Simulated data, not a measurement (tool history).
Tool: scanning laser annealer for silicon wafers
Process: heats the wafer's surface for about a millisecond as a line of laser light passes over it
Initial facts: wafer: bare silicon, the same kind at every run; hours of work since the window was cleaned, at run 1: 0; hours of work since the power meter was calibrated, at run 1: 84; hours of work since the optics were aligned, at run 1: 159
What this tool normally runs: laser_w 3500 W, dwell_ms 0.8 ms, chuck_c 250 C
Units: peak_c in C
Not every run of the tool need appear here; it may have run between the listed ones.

run,day,laser_w,dwell_ms,chuck_c,hours of work since the window was cleaned,hours of work since the power meter was calibrated,hours of work since the optics were aligned,peak_c
1,0.000,3500,0.8,250,0,84,159,964
2,0.592,3500,0.8,250,9,94,169,964
3,1.133,3500,0.8,250,18,102,177,963
4,1.725,3500,0.8,250,27,112,187,960
5,2.075,3500,0.8,256,33,117,192,968
6,2.367,3500,0.8,250,37,122,197,964

Run 7 has not been measured yet. What should we expect?
7,2.958,3500,0.8,250,47,131,206,?

{"run 7": {"peak_c": 960}}
Were there no unlogged condition in the tool, this run, its random variation unchanged, would have produced peak_c 964 C.
